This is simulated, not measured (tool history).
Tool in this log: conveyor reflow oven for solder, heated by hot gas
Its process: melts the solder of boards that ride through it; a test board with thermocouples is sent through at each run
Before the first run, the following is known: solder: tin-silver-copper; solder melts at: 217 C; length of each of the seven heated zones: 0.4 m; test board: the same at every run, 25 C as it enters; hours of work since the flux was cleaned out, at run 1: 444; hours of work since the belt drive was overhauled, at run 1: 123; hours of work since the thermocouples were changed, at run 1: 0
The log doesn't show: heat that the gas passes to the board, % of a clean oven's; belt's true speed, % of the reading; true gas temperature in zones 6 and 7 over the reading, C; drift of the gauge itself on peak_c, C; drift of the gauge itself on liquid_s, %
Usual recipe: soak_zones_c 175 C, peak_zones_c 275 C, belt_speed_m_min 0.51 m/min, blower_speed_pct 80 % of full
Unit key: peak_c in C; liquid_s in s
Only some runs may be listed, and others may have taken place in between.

run     day  soak_zones_c  peak_zones_c  belt_speed_m_min  blower_speed_pct  hours of work since the flux was cleaned out  hours of work since the belt drive was overhauled  hours of work since the thermocouples were changed  peak_c  liquid_s
  1       0           175           275              0.51                80                                           444                                                123                                                   0   260.8      77.7
      2.283  -- flux residue cleaned out of gas plates and filters
  2   2.792           175           275              0.51                80                                             6                                                152                                                  29   261.7      79.5
  3   4.283           175           275              0.51                80                                            23                                                169                                                  47   261.8      79.6
  4   5.729           175           275              0.51                80                                            39                                                186                                                  63   262.1      79.4
  5   8.233           175           275              0.56                80                                            68                                                214                                                  92   259.2      69.7
  6  10.438           175           283              0.51                80                                            93                                                240                                                 117   269.7      83.4
  7  12.104           175           283              0.51                80                                           112                                                259                                                 136   269.1      84.1
  8    13.4           175           283              0.51                80                                           127                                                273                                                 151   269.2      83.7
  9  14.654           175           283              0.51                80                                           141                                                288                                                 165   268.9      83.1
 10  15.871           184           284             0.537                80                                           155                                                302                                                 179   270.2      84.1
 11  17.254           184           284             0.537                80                                           171                                                317                                                 195   269.8      84.1
 12   18.45           174           275             0.557                78                                           185                                                331                                                 208   258.6      69.3
 13  20.904           174           275             0.557                78                                           213                                                359                                                 236   258.4      69.4
 14  22.042           161           278              0.51                80                                           226                                                372                                                 249     263      74.8
 15  24.212           161           278              0.51                80                                           250                                                397                                                 274   262.6        75
 16  25.975           161           278              0.51                80                                           271                                                417                                                 294   262.8      74.9
 17  28.058           163           275             0.516                80                                           294                                                441                                                 318     260      72.7
 18  29.138           163           275             0.516                80                                           307                                                453                                                 330   259.7      72.9

Subtracting, for every run, the result it would have given without the tool's unlogged condition from the measured result gives the following. The same run-to-run variation enters both numbers; the gauge's scatter may not:
run  peak_c  liquid_s
  1    -2.1      -1.5
  2    -0.3      +0.1
  3    -0.3      +0.1
  4    -0.3      +0.1
  5    -0.3      +0.1
  6    -0.2      +0.3
  7    -0.3      +0.3
  8    -0.2      +0.3
  9    -0.3      +0.4
 10    -0.2      +0.5
 11    -0.2      +0.4
 12    -0.4      +0.2
 13    -0.3      +0.2
 14    -0.4      +0.3
 15    -0.4      +0.3
 16    -0.4      +0.2
 17    -0.4      +0.2
 18    -0.4      +0.3
